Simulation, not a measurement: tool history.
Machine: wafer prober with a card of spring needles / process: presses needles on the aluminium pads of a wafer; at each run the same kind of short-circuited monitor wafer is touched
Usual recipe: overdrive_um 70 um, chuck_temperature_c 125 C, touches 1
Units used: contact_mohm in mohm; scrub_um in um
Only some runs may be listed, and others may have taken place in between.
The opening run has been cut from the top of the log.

-- hour=21.3 tips cleaned on abrasive film
run 2 hour=33.9 | overdrive_um=70 chuck_temperature_c=125 touches=1 | contact_mohm=205 scrub_um=17.52
-- hour=52.4 tips cleaned on abrasive film
-- hour=81.7 tips cleaned on abrasive film
run 3 hour=82.8 | overdrive_um=71 chuck_temperature_c=125 touches=1 | contact_mohm=188 scrub_um=17.73
-- hour=109.8 tips cleaned on abrasive film
-- hour=115.4 height of the first contact set anew
-- hour=138 tips cleaned on abrasive film
run 4 hour=138 | overdrive_um=77 chuck_temperature_c=125 touches=1 | contact_mohm=182 scrub_um=19.45
-- hour=167.9 tips cleaned on abrasive film
-- hour=196 tips cleaned on abrasive film
run 5 hour=196 | overdrive_um=77 chuck_temperature_c=125 touches=1 | contact_mohm=185 scrub_um=19.44
run 6 hour=222.6 | overdrive_um=70 chuck_temperature_c=33 touches=1 | contact_mohm=203 scrub_um=17.63
-- hour=226.5 tips cleaned on abrasive film
-- hour=254.7 tips cleaned on abrasive film
run 7 hour=275.4 | overdrive_um=70 chuck_temperature_c=106 touches=1 | contact_mohm=213 scrub_um=17.6
-- hour=284.8 tips cleaned on abrasive film
-- hour=312.5 tips cleaned on abrasive film
run 8 hour=318.3 | overdrive_um=70 chuck_temperature_c=106 touches=1 | contact_mohm=192 scrub_um=17.57
-- hour=342.4 tips cleaned on abrasive film
run 9 hour=365.1 | overdrive_um=70 chuck_temperature_c=26 touches=1 | contact_mohm=204 scrub_um=17.53
-- hour=370.9 tips cleaned on abrasive film
run 10 hour=395.1 | overdrive_um=70 chuck_temperature_c=125 touches=1 | contact_mohm=215 scrub_um=17.55
-- hour=398.7 tips cleaned on abrasive film
-- hour=426.4 tips cleaned on abrasive film
run 11 hour=440 | overdrive_um=70 chuck_temperature_c=125 touches=1 | contact_mohm=205 scrub_um=17.49
-- hour=454.3 tips cleaned on abrasive film
-- hour=483 tips cleaned on abrasive film
run 12 hour=484 | overdrive_um=70 chuck_temperature_c=125 touches=1 | contact_mohm=184 scrub_um=17.46
-- hour=513 tips cleaned on abrasive film
-- hour=522.7 height of the first contact set anew
run 13 hour=531.7 | overdrive_um=70 chuck_temperature_c=125 touches=1 | contact_mohm=214 scrub_um=17.72
-- hour=543 tips cleaned on abrasive film
run 14 hour=562.5 | overdrive_um=70 chuck_temperature_c=85 touches=1 | contact_mohm=209 scrub_um=17.7
-- hour=571.1 tips cleaned on abrasive film
run 15 hour=591.3 | overdrive_um=70 chuck_temperature_c=125 touches=1 | contact_mohm=217 scrub_um=17.7

Expected results for the next run?
-- hour=600.4 tips cleaned on abrasive film
run 16 hour=623.2 | overdrive_um=70 chuck_temperature_c=125 touches=1 | contact_mohm=? scrub_um=?

{"run 16": {"contact_mohm": 213, "scrub_um": 17.65}}
The same run, on a tool lacking any hidden state, would have yielded contact_mohm 177 mohm, scrub_um 17.7 um.
